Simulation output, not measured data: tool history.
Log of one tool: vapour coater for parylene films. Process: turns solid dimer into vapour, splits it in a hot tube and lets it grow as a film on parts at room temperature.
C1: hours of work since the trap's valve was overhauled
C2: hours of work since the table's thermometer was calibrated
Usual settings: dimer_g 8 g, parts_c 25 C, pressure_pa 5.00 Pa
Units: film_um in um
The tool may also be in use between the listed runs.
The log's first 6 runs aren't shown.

{"run": 7, "hour": 142.3, "dimer_g": 8, "parts_c": 25, "pressure_pa": 5.0, "C1": 239, "C2": 434, "film_um": 1.632}
{"run": 8, "hour": 164.2, "dimer_g": 8, "parts_c": 25, "pressure_pa": 5.0, "C1": 258, "C2": 453, "film_um": 1.632}
{"run": 9, "hour": 190.4, "dimer_g": 8, "parts_c": 25, "pressure_pa": 5.0, "C1": 281, "C2": 476, "film_um": 1.614}
{"run": 10, "hour": 210.0, "dimer_g": 8, "parts_c": 25, "pressure_pa": 5.0, "C1": 298, "C2": 493, "film_um": 1.604}
{"run": 11, "hour": 236.5, "dimer_g": 8, "parts_c": 25, "pressure_pa": 5.0, "C1": 321, "C2": 516, "film_um": 1.597}
{"run": 12, "hour": 264.5, "dimer_g": 8, "parts_c": 25, "pressure_pa": 5.0, "C1": 345, "C2": 540, "film_um": 1.576}
{"run": 13, "hour": 285.2, "dimer_g": 8, "parts_c": 25, "pressure_pa": 5.0, "C1": 364, "C2": 559, "film_um": 1.578}
{"hour": 295.8, "done": "trap's valve overhauled"}
{"run": 14, "hour": 309.9, "dimer_g": 8, "parts_c": 25, "pressure_pa": 2.16, "C1": 12, "C2": 577, "film_um": 1.955}
{"run": 15, "hour": 337.1, "dimer_g": 8, "parts_c": 25, "pressure_pa": 5.0, "C1": 36, "C2": 600, "film_um": 1.768}
{"run": 16, "hour": 351.0, "dimer_g": 8, "parts_c": 25, "pressure_pa": 5.0, "C1": 48, "C2": 612, "film_um": 1.766}
{"run": 17, "hour": 382.1, "dimer_g": 10, "parts_c": 19, "pressure_pa": 8.44, "C1": 75, "C2": 639, "film_um": 2.31}
{"run": 18, "hour": 400.4, "dimer_g": 5, "parts_c": 35, "pressure_pa": 8.95, "C1": 91, "C2": 655, "film_um": 0.848}

Forecast run 19:
{"run": 19, "hour": 432.7, "dimer_g": 12, "parts_c": 27, "pressure_pa": 11.22, "C1": 119, "C2": 683, "film_um": "?"}

{"run 19": {"film_um": 2.287}}
Without the tool's hidden state the same run would have given film_um 2.343 um.
